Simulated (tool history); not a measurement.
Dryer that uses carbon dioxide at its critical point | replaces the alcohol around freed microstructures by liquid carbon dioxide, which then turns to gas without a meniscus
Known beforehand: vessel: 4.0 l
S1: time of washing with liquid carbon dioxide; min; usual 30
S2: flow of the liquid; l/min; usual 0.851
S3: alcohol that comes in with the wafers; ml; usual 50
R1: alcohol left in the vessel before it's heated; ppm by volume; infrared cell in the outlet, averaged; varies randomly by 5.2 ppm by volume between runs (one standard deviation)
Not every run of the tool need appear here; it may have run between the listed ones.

Run 1, hour 0.0: usual settings. Result: R1 153 ppm by volume.
Run 2, hour 28.3: usual settings but S3 69 ml. Result: R1 202 ppm by volume.
At hour 40.8: inlet filter changed.
Run 3, hour 56.0: usual settings. Result: R1 108 ppm by volume.
Run 4, hour 112.5: usual settings but S3 82 ml. Result: R1 175 ppm by volume.
Run 5, hour 143.8: usual settings but S3 82 ml. Result: R1 174 ppm by volume.
Run 6, hour 178.9: usual settings but S3 82 ml. Result: R1 181 ppm by volume.
Run 7, hour 216.7: usual settings but S1 40 min. Result: R1 50 ppm by volume.
Run 8, hour 242.7: usual settings but S2 0.778 l/min. Result: R1 185 ppm by volume.
Run 9, hour 272.9: usual settings. Result: R1 136 ppm by volume.
Run 10, hour 326.3: usual settings. Result: R1 142 ppm by volume.
Run 11, hour 357.1: usual settings. Result: R1 155 ppm by volume.
Run 12, hour 382.6: usual settings but S2 1.204 l/min. Result: R1 57 ppm by volume.
Run 13, hour 411.6: usual settings but S2 0.619 l/min. Result: R1 523 ppm by volume.
At hour 455.0: inlet filter changed.
Run 14, hour 466.6: usual settings but S2 0.619 l/min. Result: R1 395 ppm by volume.
Run 15, hour 515.8: usual settings but S2 0.619 l/min. Result: R1 411 ppm by volume.
Run 16, hour 563.4: usual settings. Result: R1 143 ppm by volume.
Run 17, hour 593.1: usual settings. Result: R1 147 ppm by volume.
Run 18, hour 650.0: usual settings. Result: R1 152 ppm by volume.
Run 19, hour 707.2: usual settings but S2 1.399 l/min. Result: R1 56 ppm by volume.
Run 20, hour 738.7: usual settings but S3 21 ml. Result: R1 104 ppm by volume.
Run 21, hour 789.5: usual settings. Result: R1 161 ppm by volume.
Run 22, hour 832.8: usual settings but S1 42 min, S2 0.605 l/min, S3 45 ml. Result: R1 198 ppm by volume.
At hour 868.6: inlet filter changed.
Run 23, hour 873.0: usual settings but S2 1.162 l/min, S3 35 ml. Result: R1 68 ppm by volume.
Run 24, hour 928.2: usual settings but S3 30 ml. Result: R1 111 ppm by volume.
Run 25, hour 967.6: usual settings but S3 30 ml. Result: R1 109 ppm by volume.
Run 26, hour 1009.4: usual settings but S3 30 ml. Result: R1 120 ppm by volume.
Run 27, hour 1052.3: usual settings but S3 30 ml. Result: R1 125 ppm by volume.
Run 28, hour 1086.7: usual settings but S2 0.648 l/min, S3 21 ml. Result: R1 214 ppm by volume.
Run 29, hour 1122.0: usual settings but S2 0.648 l/min, S3 21 ml. Result: R1 215 ppm by volume.
Run 30, hour 1167.7: usual settings but S2 0.648 l/min, S3 21 ml. Result: R1 235 ppm by volume.
Run 31, hour 1212.1: usual settings but S1 25 min, S2 1.114 l/min, S3 79 ml. Result: R1 170 ppm by volume.
At hour 1260.1: purifier's bed changed.
Run 32, hour 1261.5: usual settings but S1 43 min. Result: R1 19 ppm by volume.
At hour 1285.0: inlet filter changed.
Run 33, hour 1299.8: usual settings but S1 43 min, S3 89 ml. Result: R1 23 ppm by volume.
Run 34, hour 1347.0: usual settings but S1 43 min, S3 89 ml. Result: R1 24 ppm by volume.
Run 35, hour 1399.7: usual settings but S1 43 min, S3 89 ml. Result: R1 32 ppm by volume.
Run 36, hour 1445.0: usual settings but S1 43 min, S3 89 ml. Result: R1 31 ppm by volume.
Run 37, hour 1498.9: usual settings but S1 43 min, S3 89 ml. Result: R1 45 ppm by volume.
Run 38, hour 1522.1: usual settings but S1 43 min, S3 89 ml. Result: R1 40 ppm by volume.
Run 39, hour 1553.6: usual settings but S1 42 min, S3 59 ml. Result: R1 35 ppm by volume.
Run 40, hour 1598.1: usual settings but S1 42 min, S2 1.437 l/min, S3 43 ml. Result: R1 14 ppm by volume.
Run 41, hour 1649.2: usual settings but S1 42 min, S2 1.136 l/min, S3 39 ml. Result: R1 17 ppm by volume.

Branching from run 41: 4 alternative next runs. What would each branch give?
At hour 1696.9: inlet filter changed.
Run A, hour 1705.1: usual settings but S2 0.671 l/min. Result: R1 ?.
At hour 1696.9: inlet filter changed.
Run B, hour 1705.1: usual settings but S1 24 min, S2 1.161 l/min, S3 105 ml. Result: R1 ?.
At hour 1696.9: inlet filter changed.
Run C, hour 1705.1: usual settings but S1 25 min. Result: R1 ?.
At hour 1696.9: inlet filter changed.
Run D, hour 1705.1: usual settings but S1 22 min. Result: R1 ?.

run   R1
  A  280
  B  125
  C  210
  D  324
Without the tool's hidden state the same runs would have given:
run   R1
  A  261
  B  107
  C  191
  D  304
